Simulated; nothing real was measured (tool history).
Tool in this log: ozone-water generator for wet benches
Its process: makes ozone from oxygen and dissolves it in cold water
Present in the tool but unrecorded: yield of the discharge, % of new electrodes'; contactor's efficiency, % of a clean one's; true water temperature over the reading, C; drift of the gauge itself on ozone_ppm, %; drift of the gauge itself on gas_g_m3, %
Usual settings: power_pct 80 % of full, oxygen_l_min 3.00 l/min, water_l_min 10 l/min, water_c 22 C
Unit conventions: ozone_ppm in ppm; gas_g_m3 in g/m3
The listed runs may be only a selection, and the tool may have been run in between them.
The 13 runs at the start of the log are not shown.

run,hour,power_pct,oxygen_l_min,water_l_min,water_c,hours of work since the electrodes were changed,hours of work since the contactor was cleaned,hours of work since the thermometer was calibrated,ozone_ppm,gas_g_m3
14,1818.9,80,3.00,10,24,6153,9803,3877,27.6,259.5
15,1978.3,80,3.00,10,22,6295,9944,4019,28.8,261.4
16,2068.2,80,3.00,10,22,6374,10024,4099,28.8,259.8
17,2206.9,80,3.00,10,22,6498,10147,4222,28.5,260.7
# hour 2242.7: water thermometer calibrated
18,2329.6,80,1.56,7,22,6606,10256,77,39.4,373.5
19,2428.7,80,1.56,7,22,6694,10344,165,38.8,373.5
20,2536.0,80,5.26,9,27,6790,10439,261,25.1,189.7
21,2701.0,80,5.26,9,27,6936,10586,407,25.6,190.8
22,2818.5,60,2.86,9,27,7041,10690,512,23.5,218.7
23,2909.6,57,1.52,7,18,7121,10771,592,32.9,302.3
24,3005.8,48,1.53,7,19,7207,10857,678,29.0,269.9
25,3195.0,80,3.00,10,27,7375,11025,846,26.2,258.6
26,3347.7,80,3.00,10,27,7511,11160,982,26.0,260.8
# hour 3496.3: contactor cleaned
27,3501.2,54,3.00,10,27,7643,4,1114,20.3,201.1
28,3639.9,98,3.00,10,22,7767,128,1238,32.7,297.9
29,3810.6,45,3.94,7,28,7918,279,1389,20.9,152.6
30,3944.0,80,2.60,10,29,8037,398,1508,25.8,282.7
31,4081.3,80,2.60,10,29,8159,520,1630,26.0,281.4
32,4244.9,52,3.27,11,29,8304,665,1775,17.5,186.6
33,4383.0,80,3.51,13,22,8427,788,1898,22.7,236.0
34,4539.8,73,3.51,11,19,8566,927,2037,25.8,223.7

Branching from run 34: 3 alternative next runs. What would each branch give?
A,4711.2,85,3.00,10,22,8718,1079,2189,?,?
B,4711.2,60,3.51,16,19,8718,1079,2189,?,?
C,4711.2,80,3.00,15,22,8718,1079,2189,?,?

run,ozone_ppm,gas_g_m3
A,29.6,269.6
B,16.1,196.5
C,20.0,261.9
Take away the tool's hidden state, keep each run's random variation, and the runs would have read:
run,ozone_ppm,gas_g_m3
A,29.7,270.3
B,16.1,196.9
C,20.0,262.5
